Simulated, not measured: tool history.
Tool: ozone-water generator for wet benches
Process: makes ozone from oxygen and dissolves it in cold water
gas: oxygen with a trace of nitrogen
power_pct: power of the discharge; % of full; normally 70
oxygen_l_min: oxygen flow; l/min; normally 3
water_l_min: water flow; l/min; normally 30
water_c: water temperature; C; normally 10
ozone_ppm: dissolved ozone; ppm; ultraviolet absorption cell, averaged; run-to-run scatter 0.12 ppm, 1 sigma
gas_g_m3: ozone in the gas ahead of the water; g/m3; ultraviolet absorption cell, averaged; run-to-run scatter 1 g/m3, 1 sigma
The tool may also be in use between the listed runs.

Run 1, hour 0: usual settings. Result: ozone_ppm 10.7 ppm, gas_g_m3 174.7 g/m3.
Run 2, hour 31.5: usual settings. Result: ozone_ppm 10.6 ppm, gas_g_m3 173.8 g/m3.
Run 3, hour 68.1: usual settings. Result: ozone_ppm 10.6 ppm, gas_g_m3 174 g/m3.
At hour 81.4: water thermometer calibrated.
Run 4, hour 99.4: usual settings. Result: ozone_ppm 10.4 ppm, gas_g_m3 175.5 g/m3.
Run 5, hour 127.6: usual settings. Result: ozone_ppm 10.6 ppm, gas_g_m3 173.4 g/m3.
Run 6, hour 162.8: usual settings but power_pct 40 % of full. Result: ozone_ppm 7.5 ppm, gas_g_m3 122.6 g/m3.
Run 7, hour 182.2: usual settings but power_pct 63 % of full. Result: ozone_ppm 9.9 ppm, gas_g_m3 163.6 g/m3.
Run 8, hour 204.2: usual settings but power_pct 63 % of full. Result: ozone_ppm 9.9 ppm, gas_g_m3 162.5 g/m3.
Run 9, hour 230.6: usual settings but power_pct 63 % of full. Result: ozone_ppm 9.8 ppm, gas_g_m3 162.7 g/m3.
Run 10, hour 262.6: usual settings but power_pct 63 % of full. Result: ozone_ppm 9.8 ppm, gas_g_m3 163.6 g/m3.
Run 11, hour 303.4: usual settings. Result: ozone_ppm 10.6 ppm, gas_g_m3 173.1 g/m3.
Run 12, hour 328.8: usual settings but water_l_min 26 l/min. Result: ozone_ppm 12.2 ppm, gas_g_m3 172.2 g/m3.
Run 13, hour 348.1: usual settings but water_l_min 26 l/min. Result: ozone_ppm 12.2 ppm, gas_g_m3 173.1 g/m3.
Run 14, hour 371.7: usual settings but water_l_min 36 l/min. Result: ozone_ppm 8.7 ppm, gas_g_m3 175 g/m3.
Run 15, hour 394.8: usual settings but water_l_min 36 l/min. Result: ozone_ppm 8.8 ppm, gas_g_m3 174.6 g/m3.
Run 16, hour 438: usual settings but water_l_min 36 l/min. Result: ozone_ppm 8.7 ppm, gas_g_m3 173.2 g/m3.
Run 17, hour 468.9: usual settings but water_l_min 36 l/min. Result: ozone_ppm 8.6 ppm, gas_g_m3 173.9 g/m3.
Run 18, hour 490.8: usual settings but oxygen_l_min 4.31 l/min, water_l_min 42 l/min, water_c 7 C. Result: ozone_ppm 8.2 ppm, gas_g_m3 138.5 g/m3.
Run 19, hour 511.4: usual settings but oxygen_l_min 2.12 l/min, water_l_min 42 l/min, water_c 12 C. Result: ozone_ppm 6.7 ppm, gas_g_m3 212.1 g/m3.
Run 20, hour 530.8: usual settings but oxygen_l_min 3.4 l/min, water_l_min 42 l/min, water_c 12 C. Result: ozone_ppm 7.3 ppm, gas_g_m3 162.7 g/m3.
Run 21, hour 564.2: usual settings but oxygen_l_min 3.4 l/min, water_l_min 42 l/min, water_c 12 C. Result: ozone_ppm 7.4 ppm, gas_g_m3 160.8 g/m3.
Run 22, hour 600.4: usual settings but oxygen_l_min 3.4 l/min, water_l_min 42 l/min, water_c 12 C. Result: ozone_ppm 7.2 ppm, gas_g_m3 160.7 g/m3.
Run 23, hour 621: usual settings but power_pct 61 % of full, oxygen_l_min 3.43 l/min, water_l_min 24 l/min, water_c 6 C. Result: ozone_ppm 12.7 ppm, gas_g_m3 146.8 g/m3.
Run 24, hour 651.1: usual settings but power_pct 61 % of full, oxygen_l_min 3.43 l/min, water_l_min 24 l/min, water_c 6 C. Result: ozone_ppm 12.7 ppm, gas_g_m3 147.7 g/m3.
Run 25, hour 685.6: usual settings but power_pct 46 % of full, oxygen_l_min 3.6 l/min, water_l_min 24 l/min, water_c 6 C. Result: ozone_ppm 10.8 ppm, gas_g_m3 119.7 g/m3.
Run 26, hour 708.8: usual settings but power_pct 46 % of full, oxygen_l_min 3.6 l/min, water_l_min 24 l/min, water_c 6 C. Result: ozone_ppm 10.5 ppm, gas_g_m3 120.3 g/m3.
Run 27, hour 742.2: usual settings but power_pct 41 % of full, water_l_min 28 l/min, water_c 5 C. Result: ozone_ppm 8.3 ppm, gas_g_m3 123 g/m3.
Run 28, hour 772.5: usual settings but oxygen_l_min 2.36 l/min, water_l_min 36 l/min, water_c 8 C. Result: ozone_ppm 8 ppm, gas_g_m3 200 g/m3.
Run 29, hour 790.1: usual settings but oxygen_l_min 2.36 l/min, water_l_min 36 l/min, water_c 8 C. Result: ozone_ppm 8.1 ppm, gas_g_m3 197.2 g/m3.
Run 30, hour 819.2: usual settings but water_l_min 35 l/min, water_c 6 C. Result: ozone_ppm 9.1 ppm, gas_g_m3 172.7 g/m3.
Run 31, hour 851.1: usual settings but power_pct 73 % of full, water_l_min 40 l/min. Result: ozone_ppm 7.8 ppm, gas_g_m3 179.1 g/m3.
Run 32, hour 878.1: usual settings but oxygen_l_min 1.54 l/min, water_l_min 29 l/min, water_c 5 C. Result: ozone_ppm 9.1 ppm, gas_g_m3 254.9 g/m3.
Run 33, hour 904.3: usual settings but oxygen_l_min 1.54 l/min, water_l_min 29 l/min, water_c 5 C. Result: ozone_ppm 9.1 ppm, gas_g_m3 252.8 g/m3.

Hidden state or all else? Some run-to-run changes of ozone_ppm, split into what the settings, what came in and random variation would give without the hidden state, and what is left for the hidden state (with any gauge scatter that isn't in both results):
The hidden state here: yield of the discharge, % of new electrodes'; contactor's efficiency, % of a clean one's; true water temperature over the reading, C; drift of the gauge itself on ozone_ppm, %; drift of the gauge itself on gas_g_m3, %.
Run 5 -> 6: power_pct 70 -> 40. ozone_ppm -3.1 ppm: hidden state +0.2, all else -3.3.
Run 6 -> 7: power_pct 40 -> 63. ozone_ppm +2.4 ppm: hidden state -0.2, all else +2.6.
Run 13 -> 14: water_l_min 26 -> 36. ozone_ppm -3.5 ppm: hidden state +0.1, all else -3.6.
Run 19 -> 20: oxygen_l_min 2.12 -> 3.4. ozone_ppm +0.6 ppm: hidden state -0.2, all else +0.8.
Run 22 -> 23: power_pct 70 -> 61, oxygen_l_min 3.4 -> 3.43, water_l_min 42 -> 24, water_c 12 -> 6. ozone_ppm +5.5 ppm: hidden state -0.1, all else +5.6.

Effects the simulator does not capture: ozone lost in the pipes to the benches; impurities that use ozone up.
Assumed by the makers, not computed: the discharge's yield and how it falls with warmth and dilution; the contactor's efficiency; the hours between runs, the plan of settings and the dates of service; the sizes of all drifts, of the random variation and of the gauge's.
